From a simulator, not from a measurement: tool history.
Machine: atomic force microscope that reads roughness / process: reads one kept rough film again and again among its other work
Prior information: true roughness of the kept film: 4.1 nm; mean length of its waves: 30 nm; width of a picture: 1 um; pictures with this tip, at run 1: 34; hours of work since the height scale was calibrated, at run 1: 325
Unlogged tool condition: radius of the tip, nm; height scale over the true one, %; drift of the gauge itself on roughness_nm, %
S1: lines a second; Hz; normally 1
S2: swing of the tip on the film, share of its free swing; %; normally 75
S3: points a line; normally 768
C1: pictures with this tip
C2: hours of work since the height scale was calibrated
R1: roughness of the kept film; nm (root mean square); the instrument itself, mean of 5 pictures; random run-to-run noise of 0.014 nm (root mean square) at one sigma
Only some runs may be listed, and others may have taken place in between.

{"run": 1, "hour": 0.0, "S1": 1, "S2": 75, "S3": 768, "C1": 34, "C2": 325, "R1": 3.28}
{"run": 2, "hour": 23.4, "S1": 1, "S2": 75, "S3": 768, "C1": 69, "C2": 343, "R1": 3.168}
{"run": 3, "hour": 58.4, "S1": 1, "S2": 75, "S3": 768, "C1": 122, "C2": 370, "R1": 3.051}
{"run": 4, "hour": 85.0, "S1": 1, "S2": 71, "S3": 768, "C1": 162, "C2": 390, "R1": 3.002}
{"run": 5, "hour": 112.3, "S1": 1, "S2": 71, "S3": 768, "C1": 203, "C2": 411, "R1": 2.914}
{"hour": 115.4, "done": "new tip fitted"}
{"run": 6, "hour": 140.9, "S1": 1, "S2": 71, "S3": 768, "C1": 39, "C2": 432, "R1": 3.311}
{"run": 7, "hour": 162.5, "S1": 1.84, "S2": 75, "S3": 768, "C1": 71, "C2": 448, "R1": 2.984}
{"run": 8, "hour": 184.9, "S1": 1.84, "S2": 75, "S3": 768, "C1": 105, "C2": 465, "R1": 2.873}
{"run": 9, "hour": 208.4, "S1": 1, "S2": 75, "S3": 768, "C1": 141, "C2": 483, "R1": 2.985}
{"run": 10, "hour": 245.1, "S1": 1, "S2": 75, "S3": 768, "C1": 196, "C2": 511, "R1": 2.871}
{"hour": 252.2, "done": "new tip fitted"}
{"run": 11, "hour": 270.2, "S1": 1, "S2": 75, "S3": 768, "C1": 27, "C2": 530, "R1": 3.3}
{"run": 12, "hour": 304.2, "S1": 1, "S2": 75, "S3": 768, "C1": 78, "C2": 556, "R1": 3.176}
{"run": 13, "hour": 337.4, "S1": 1, "S2": 75, "S3": 768, "C1": 128, "C2": 581, "R1": 3.052}
{"run": 14, "hour": 361.6, "S1": 1, "S2": 75, "S3": 768, "C1": 165, "C2": 599, "R1": 2.987}
{"run": 15, "hour": 382.8, "S1": 1, "S2": 75, "S3": 768, "C1": 197, "C2": 615, "R1": 2.911}
{"hour": 390.5, "done": "new tip fitted"}
{"run": 16, "hour": 410.0, "S1": 1, "S2": 75, "S3": 768, "C1": 29, "C2": 635, "R1": 3.267}
{"run": 17, "hour": 435.6, "S1": 1, "S2": 75, "S3": 541, "C1": 68, "C2": 655, "R1": 3.176}
{"run": 18, "hour": 473.4, "S1": 1.45, "S2": 75, "S3": 541, "C1": 125, "C2": 684, "R1": 2.95}
{"run": 19, "hour": 498.8, "S1": 1.45, "S2": 75, "S3": 541, "C1": 163, "C2": 703, "R1": 2.878}
{"hour": 526.7, "done": "new tip fitted"}
{"run": 20, "hour": 528.5, "S1": 1.45, "S2": 75, "S3": 541, "C1": 2, "C2": 725, "R1": 3.299}
{"run": 21, "hour": 544.9, "S1": 2.14, "S2": 75, "S3": 768, "C1": 27, "C2": 738, "R1": 3.058}
{"run": 22, "hour": 584.0, "S1": 1.42, "S2": 75, "S3": 768, "C1": 86, "C2": 767, "R1": 3.071}
{"run": 23, "hour": 606.9, "S1": 1.42, "S2": 75, "S3": 768, "C1": 121, "C2": 785, "R1": 2.99}
{"run": 24, "hour": 624.1, "S1": 1, "S2": 62, "S3": 492, "C1": 147, "C2": 798, "R1": 3.119}
{"run": 25, "hour": 647.0, "S1": 1, "S2": 62, "S3": 492, "C1": 181, "C2": 815, "R1": 3.066}
{"hour": 663.3, "done": "new tip fitted"}
{"run": 26, "hour": 686.0, "S1": 3.71, "S2": 75, "S3": 278, "C1": 34, "C2": 844, "R1": 2.723}
{"run": 27, "hour": 716.6, "S1": 3.71, "S2": 75, "S3": 278, "C1": 81, "C2": 868, "R1": 2.624}
{"run": 28, "hour": 744.1, "S1": 0.67, "S2": 66, "S3": 261, "C1": 122, "C2": 889, "R1": 3.192}
{"run": 29, "hour": 783.4, "S1": 0.67, "S2": 66, "S3": 261, "C1": 181, "C2": 918, "R1": 3.058}
{"hour": 798.7, "done": "new tip fitted"}
{"run": 30, "hour": 809.1, "S1": 0.67, "S2": 66, "S3": 261, "C1": 15, "C2": 938, "R1": 3.466}
{"run": 31, "hour": 839.1, "S1": 1, "S2": 57, "S3": 781, "C1": 61, "C2": 960, "R1": 3.382}
{"run": 32, "hour": 860.4, "S1": 1.99, "S2": 81, "S3": 781, "C1": 93, "C2": 976, "R1": 2.821}
{"run": 33, "hour": 885.1, "S1": 1, "S2": 78, "S3": 474, "C1": 130, "C2": 995, "R1": 3.021}
{"run": 34, "hour": 921.7, "S1": 0.65, "S2": 72, "S3": 740, "C1": 185, "C2": 1023, "R1": 3.045}
{"hour": 935.4, "done": "new tip fitted"}
{"run": 35, "hour": 945.1, "S1": 1, "S2": 74, "S3": 579, "C1": 15, "C2": 1040, "R1": 3.34}
{"run": 36, "hour": 983.2, "S1": 3.09, "S2": 75, "S3": 599, "C1": 72, "C2": 1069, "R1": 2.787}
{"run": 37, "hour": 1005.0, "S1": 3.09, "S2": 75, "S3": 373, "C1": 105, "C2": 1086, "R1": 2.699}
{"run": 38, "hour": 1038.7, "S1": 3.09, "S2": 75, "S3": 373, "C1": 156, "C2": 1112, "R1": 2.626}
{"run": 39, "hour": 1059.4, "S1": 3.09, "S2": 75, "S3": 373, "C1": 187, "C2": 1127, "R1": 2.536}
{"hour": 1072.5, "done": "new tip fitted"}
{"run": 40, "hour": 1093.5, "S1": 1, "S2": 82, "S3": 768, "C1": 31, "C2": 1153, "R1": 3.171}
{"run": 41, "hour": 1120.5, "S1": 1, "S2": 82, "S3": 768, "C1": 72, "C2": 1173, "R1": 3.108}
{"run": 42, "hour": 1147.0, "S1": 1.3, "S2": 82, "S3": 774, "C1": 112, "C2": 1193, "R1": 2.929}
{"run": 43, "hour": 1179.7, "S1": 1.89, "S2": 59, "S3": 450, "C1": 161, "C2": 1218, "R1": 3.104}
{"hour": 1210.4, "done": "new tip fitted"}
{"run": 44, "hour": 1212.9, "S1": 1, "S2": 72, "S3": 768, "C1": 4, "C2": 1243, "R1": 3.457}
{"run": 45, "hour": 1250.6, "S1": 1, "S2": 72, "S3": 768, "C1": 60, "C2": 1272, "R1": 3.314}

How would selected steps in R1 from run to run divide? Give the signed amount a tool lacking its hidden state would still show from settings, what came in and random variation, and the signed amount left for the hidden state, including any gauge scatter that is not in both of the compared results.
Run 10 -> 11: new tip fitted. R1 +0.429 nm (root mean square): hidden state +0.426, all else +0.003.
Run 27 -> 28: S1 3.71 -> 0.67, S2 75 -> 66, S3 278 -> 261. R1 +0.568 nm (root mean square): hidden state -0.132, all else +0.7.
Run 31 -> 32: S1 1 -> 1.99, S2 57 -> 81. R1 -0.561 nm (root mean square): hidden state -0.045, all else -0.516.
Run 34 -> 35: S1 0.65 -> 1, S2 72 -> 74, S3 740 -> 579, new tip fitted. R1 +0.295 nm (root mean square): hidden state +0.416, all else -0.121.
Run 39 -> 40: S1 3.09 -> 1, S2 75 -> 82, S3 373 -> 768, new tip fitted. R1 +0.635 nm (root mean square): hidden state +0.294, all else +0.341.
Run 43 -> 44: S1 1.89 -> 1, S2 59 -> 72, S3 450 -> 768, new tip fitted. R1 +0.353 nm (root mean square): hidden state +0.432, all else -0.079.

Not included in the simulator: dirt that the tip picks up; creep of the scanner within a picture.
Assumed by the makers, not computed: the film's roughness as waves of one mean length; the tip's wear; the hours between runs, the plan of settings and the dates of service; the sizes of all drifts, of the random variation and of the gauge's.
